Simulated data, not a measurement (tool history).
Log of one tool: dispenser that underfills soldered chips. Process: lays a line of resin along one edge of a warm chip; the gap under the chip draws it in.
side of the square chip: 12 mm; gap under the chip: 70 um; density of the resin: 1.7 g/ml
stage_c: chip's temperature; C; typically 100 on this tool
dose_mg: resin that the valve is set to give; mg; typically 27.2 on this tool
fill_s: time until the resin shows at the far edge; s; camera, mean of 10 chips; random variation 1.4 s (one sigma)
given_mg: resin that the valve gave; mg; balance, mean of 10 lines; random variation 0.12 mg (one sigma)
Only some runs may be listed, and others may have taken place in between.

run 1 hour=0 | stage_c=100 dose_mg=27.2 | fill_s=148.2 given_mg=27.05
run 2 hour=3.4 | stage_c=100 dose_mg=27.2 | fill_s=163.7 given_mg=26.7
run 3 hour=5.9 | stage_c=100 dose_mg=27.2 | fill_s=176 given_mg=26.8
run 4 hour=9.7 | stage_c=113 dose_mg=27.2 | fill_s=104.9 given_mg=26.69
-- hour=10.5 new syringe of resin
run 5 hour=14 | stage_c=113 dose_mg=27.2 | fill_s=87.2 given_mg=26.56
run 6 hour=17 | stage_c=113 dose_mg=27.2 | fill_s=91.8 given_mg=26.58
run 7 hour=20 | stage_c=113 dose_mg=27.2 | fill_s=98.6 given_mg=26.61
run 8 hour=22.7 | stage_c=107 dose_mg=27.2 | fill_s=135.8 given_mg=26.51
-- hour=23.9 new syringe of resin
run 9 hour=26.6 | stage_c=107 dose_mg=27.2 | fill_s=110.1 given_mg=26.29
run 10 hour=31 | stage_c=107 dose_mg=27.2 | fill_s=121 given_mg=26.46
run 11 hour=34.3 | stage_c=107 dose_mg=27.2 | fill_s=130.9 given_mg=26.36
run 12 hour=36.4 | stage_c=100 dose_mg=33.6 | fill_s=185.5 given_mg=32.61
-- hour=37.4 new syringe of resin
run 13 hour=40.1 | stage_c=100 dose_mg=33.6 | fill_s=153.2 given_mg=32.35
run 14 hour=44 | stage_c=100 dose_mg=33.6 | fill_s=169.1 given_mg=32.2
run 15 hour=48 | stage_c=100 dose_mg=33.6 | fill_s=183.2 given_mg=32.33
-- hour=50.9 new syringe of resin
run 16 hour=51.3 | stage_c=100 dose_mg=33.6 | fill_s=144.9 given_mg=32.31
run 17 hour=55.3 | stage_c=111 dose_mg=27.2 | fill_s=97.4 given_mg=26.06
run 18 hour=57.3 | stage_c=111 dose_mg=27.2 | fill_s=103.9 given_mg=26.01
run 19 hour=59.5 | stage_c=111 dose_mg=27.2 | fill_s=106.6 given_mg=26.01
run 20 hour=62.5 | stage_c=113 dose_mg=29.9 | fill_s=103.1 given_mg=28.4
-- hour=64.2 new syringe of resin
run 21 hour=66.3 | stage_c=113 dose_mg=29.9 | fill_s=85.7 given_mg=28.62

Run 22 is up next; what results do you expect?
run 22 hour=70.5 | stage_c=109 dose_mg=25.4 | fill_s=? given_mg=?

fill_s: 116.5 s
given_mg: 24.07 mg
Take away the tool's hidden state, keep the run-to-run variation as it was, and the same run would have given fill_s 95.9 s, given_mg 25.4 mg.
